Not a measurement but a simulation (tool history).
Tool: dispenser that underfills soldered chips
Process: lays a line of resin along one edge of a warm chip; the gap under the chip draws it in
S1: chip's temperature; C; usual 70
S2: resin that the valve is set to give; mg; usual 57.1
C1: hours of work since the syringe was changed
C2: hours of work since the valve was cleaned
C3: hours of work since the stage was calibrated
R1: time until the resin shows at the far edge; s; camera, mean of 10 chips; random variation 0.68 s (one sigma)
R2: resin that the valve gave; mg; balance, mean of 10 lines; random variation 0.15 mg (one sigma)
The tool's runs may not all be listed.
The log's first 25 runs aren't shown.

run	day	S1	S2	C1	C2	C3	R1	R2
# day 10.708: new syringe of resin
26	10.708	64	55.8	0	24	573	69.7	55.27
27	11.108	69	64.2	8	32	581	84.9	63.36
# day 11.162: new syringe of resin
# day 11.6: new syringe of resin
28	11.696	57	57.1	2	43	591	97.3	55.81
# day 12.083: new syringe of resin
# day 12.125: stage's temperature calibrated
29	12.179	57	49	1	51	1	114.9	47.83
30	12.479	74	52.7	7	56	7	80.6	51.25
# day 12.592: new syringe of resin
31	12.821	71	64.3	4	63	13	75.5	62.66
# day 13.062: new syringe of resin
32	13.408	69	68.4	7	74	24	88.3	66.15
# day 13.504: new syringe of resin
33	13.867	69	68.4	7	82	32	91.9	65.84

Forecast each of these 5 alternatives for the next run:
# day 13.958: new syringe of resin
# day 14.408: new syringe of resin
A	14.471	76	67.4	1	93	44	?	?
# day 13.958: new syringe of resin
# day 14.408: new syringe of resin
B	14.471	78	57.5	1	93	44	?	?
# day 13.958: new syringe of resin
# day 14.408: new syringe of resin
C	14.471	61	70.9	1	93	44	?	?
# day 13.958: new syringe of resin
# day 14.408: new syringe of resin
D	14.471	56	50	1	93	44	?	?
# day 13.958: new syringe of resin
# day 14.408: new syringe of resin
E	14.471	64	51.4	1	93	44	?	?

run	R1	R2
A	51.9	64.5
B	48.7	55.15
C	91.3	67.81
D	113.7	47.96
E	82.9	49.06
Without the tool's hidden state the same runs would have given:
run	R1	R2
A	48.5	67.5
B	45.4	57.71
C	85.2	70.96
D	105.4	50.19
E	76.8	51.34
